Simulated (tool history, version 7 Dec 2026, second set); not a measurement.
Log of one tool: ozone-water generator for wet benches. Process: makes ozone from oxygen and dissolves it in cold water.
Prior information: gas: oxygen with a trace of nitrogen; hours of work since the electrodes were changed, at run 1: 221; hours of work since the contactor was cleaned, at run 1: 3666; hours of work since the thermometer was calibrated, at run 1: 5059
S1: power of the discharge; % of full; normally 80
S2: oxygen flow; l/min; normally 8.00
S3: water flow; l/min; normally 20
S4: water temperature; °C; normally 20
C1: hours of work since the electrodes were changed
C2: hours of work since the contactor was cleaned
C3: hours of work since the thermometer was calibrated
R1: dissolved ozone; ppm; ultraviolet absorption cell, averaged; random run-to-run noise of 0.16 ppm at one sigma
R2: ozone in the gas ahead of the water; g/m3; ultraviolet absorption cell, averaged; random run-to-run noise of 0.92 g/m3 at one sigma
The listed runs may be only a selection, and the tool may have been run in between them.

run,hour,S1,S2,S3,S4,C1,C2,C3,R1,R2
1,0.0,80,8.00,20,20,221,3666,5059,19.5,153.5
2,43.1,80,8.00,20,20,262,3707,5100,19.6,154.5
3,71.7,80,8.00,20,20,289,3734,5127,19.4,154.2
4,113.7,80,8.00,20,20,329,3774,5167,19.6,154.4
5,141.5,80,8.00,20,20,356,3800,5193,19.7,153.6
6,185.2,80,8.00,20,20,397,3842,5235,19.2,153.5
# hour 232.1: water thermometer calibrated
7,237.2,74,10.67,31,19,446,3891,5,13.9,127.0
8,274.9,80,9.56,20,20,482,3927,41,19.2,137.9
9,306.8,79,8.00,20,20,512,3957,71,19.4,153.3
10,349.6,79,8.00,20,20,553,3998,112,19.5,152.0
11,385.6,79,8.00,21,12,587,4032,146,21.3,151.6
12,422.1,80,5.26,15,20,622,4067,181,23.8,188.7

A few steps of R1 between consecutive runs. Split each: what settings, incoming material and random variation would produce without the hidden state, and what is left over for the hidden state, along with gauge scatter present in only one of the two compared results (measured, and without hidden state):
Unlogged tool condition in this case: yield of the discharge, % of new electrodes'; contactor's efficiency, % of a clean one's; true water temperature over the reading, C; drift of the gauge itself on ozone_ppm, %; drift of the gauge itself on gas_g_m3, %.
Run 6 -> 7: S1 80 -> 74, S2 8.00 -> 10.67, S3 20 -> 31, S4 20 -> 19, water thermometer calibrated. R1 -5.3 ppm: hidden state +0.5, all else -5.8.
